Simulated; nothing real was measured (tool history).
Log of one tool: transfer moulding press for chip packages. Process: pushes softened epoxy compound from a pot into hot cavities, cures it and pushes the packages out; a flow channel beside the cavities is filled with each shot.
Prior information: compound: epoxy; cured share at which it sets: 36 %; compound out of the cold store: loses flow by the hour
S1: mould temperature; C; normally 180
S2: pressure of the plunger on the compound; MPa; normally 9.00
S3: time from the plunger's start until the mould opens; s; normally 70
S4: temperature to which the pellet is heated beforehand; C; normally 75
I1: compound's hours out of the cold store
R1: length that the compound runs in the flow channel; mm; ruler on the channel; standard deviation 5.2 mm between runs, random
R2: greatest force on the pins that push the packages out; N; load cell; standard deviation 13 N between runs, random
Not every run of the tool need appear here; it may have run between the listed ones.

run 1 hour=0.0 | S1=180 S2=9.00 S3=70 S4=75 | I1=19.5 | R1=677 R2=1138
-- hour=10.9 cavities cleaned with cleaning compound and waxed
run 2 hour=33.0 | S1=180 S2=9.00 S3=70 S4=75 | I1=44.0 | R1=620 R2=938
-- hour=54.7 cavities cleaned with cleaning compound and waxed
run 3 hour=68.9 | S1=180 S2=9.00 S3=70 S4=75 | I1=28.3 | R1=643 R2=897
run 4 hour=89.5 | S1=180 S2=9.00 S3=70 S4=71 | I1=26.4 | R1=647 R2=1071
-- hour=99.3 cavities cleaned with cleaning compound and waxed
run 5 hour=106.5 | S1=180 S2=9.00 S3=70 S4=75 | I1=23.9 | R1=652 R2=876
run 6 hour=131.2 | S1=183 S2=9.00 S3=70 S4=75 | I1=37.9 | R1=604 R2=847
-- hour=143.3 cavities cleaned with cleaning compound and waxed
run 7 hour=162.3 | S1=183 S2=9.00 S3=70 S4=75 | I1=19.1 | R1=654 R2=848
-- hour=187.6 cavities cleaned with cleaning compound and waxed
run 8 hour=198.7 | S1=183 S2=9.00 S3=70 S4=75 | I1=29.2 | R1=611 R2=718
run 9 hour=223.6 | S1=183 S2=9.00 S3=70 S4=75 | I1=45.2 | R1=584 R2=864
-- hour=230.7 cavities cleaned with cleaning compound and waxed
run 10 hour=254.6 | S1=183 S2=9.00 S3=70 S4=75 | I1=26.8 | R1=612 R2=848
-- hour=275.8 cavities cleaned with cleaning compound and waxed
run 11 hour=284.6 | S1=183 S2=10.32 S3=70 S4=75 | I1=47.5 | R1=601 R2=688
-- hour=308.7 plunger's sealing rings changed
run 12 hour=313.4 | S1=183 S2=10.32 S3=70 S4=75 | I1=20.1 | R1=747 R2=915
-- hour=323.3 cavities cleaned with cleaning compound and waxed
run 13 hour=343.2 | S1=183 S2=10.32 S3=70 S4=75 | I1=17.5 | R1=754 R2=808
run 14 hour=364.4 | S1=183 S2=10.24 S3=70 S4=84 | I1=23.0 | R1=729 R2=920
-- hour=368.4 cavities cleaned with cleaning compound and waxed
run 15 hour=388.3 | S1=173 S2=10.24 S3=70 S4=70 | I1=30.6 | R1=749 R2=1775
-- hour=412.2 cavities cleaned with cleaning compound and waxed
run 16 hour=422.1 | S1=173 S2=10.24 S3=70 S4=70 | I1=40.7 | R1=720 R2=1523
run 17 hour=438.5 | S1=173 S2=10.24 S3=70 S4=70 | I1=28.6 | R1=757 R2=1885
-- hour=457.3 cavities cleaned with cleaning compound and waxed
run 18 hour=471.1 | S1=173 S2=7.70 S3=70 S4=70 | I1=17.9 | R1=664 R2=1739
run 19 hour=496.1 | S1=187 S2=8.90 S3=70 S4=75 | I1=9.5 | R1=680 R2=797
-- hour=501.4 cavities cleaned with cleaning compound and waxed
run 20 hour=528.1 | S1=175 S2=9.31 S3=92 S4=79 | I1=24.2 | R1=702 R2=833
-- hour=545.6 cavities cleaned with cleaning compound and waxed
run 21 hour=558.2 | S1=181 S2=7.40 S3=108 S4=66 | I1=9.1 | R1=634 R2=532
run 22 hour=584.7 | S1=179 S2=7.40 S3=51 S4=80 | I1=38.9 | R1=580 R2=2645
-- hour=589.4 cavities cleaned with cleaning compound and waxed
run 23 hour=617.8 | S1=184 S2=10.26 S3=51 S4=78 | I1=42.9 | R1=650 R2=1927
-- hour=633.4 cavities cleaned with cleaning compound and waxed
run 24 hour=633.4 | S1=179 S2=7.18 S3=51 S4=72 | I1=29.3 | R1=576 R2=1787
-- hour=655.9 mould's thermocouples calibrated
run 25 hour=659.5 | S1=179 S2=7.18 S3=51 S4=72 | I1=33.0 | R1=561 R2=2276
-- hour=678.8 cavities cleaned with cleaning compound and waxed
run 26 hour=694.2 | S1=180 S2=10.52 S3=59 S4=82 | I1=19.6 | R1=698 R2=1315

Below are 4 alternative next runs, each starting from the tool's condition after run 26. Predict each:
-- hour=724.2 cavities cleaned with cleaning compound and waxed
run A hour=724.6 | S1=183 S2=7.48 S3=107 S4=75 | I1=34.5 | R1=? R2=?
-- hour=724.2 cavities cleaned with cleaning compound and waxed
run B hour=724.6 | S1=180 S2=10.52 S3=63 S4=69 | I1=46.0 | R1=? R2=?
-- hour=724.2 cavities cleaned with cleaning compound and waxed
run C hour=724.6 | S1=180 S2=9.61 S3=71 S4=80 | I1=28.4 | R1=? R2=?
-- hour=724.2 cavities cleaned with cleaning compound and waxed
run D hour=724.6 | S1=180 S2=9.00 S3=70 S4=72 | I1=13.1 | R1=? R2=?

run=A R1=554 R2=438
run=B R1=633 R2=893
run=C R1=652 R2=617
run=D R1=653 R2=692
With the hidden condition removed and each run's random variation left untouched, the same runs would have given:
run=A R1=605 R2=427
run=B R1=691 R2=877
run=C R1=712 R2=606
run=D R1=713 R2=680
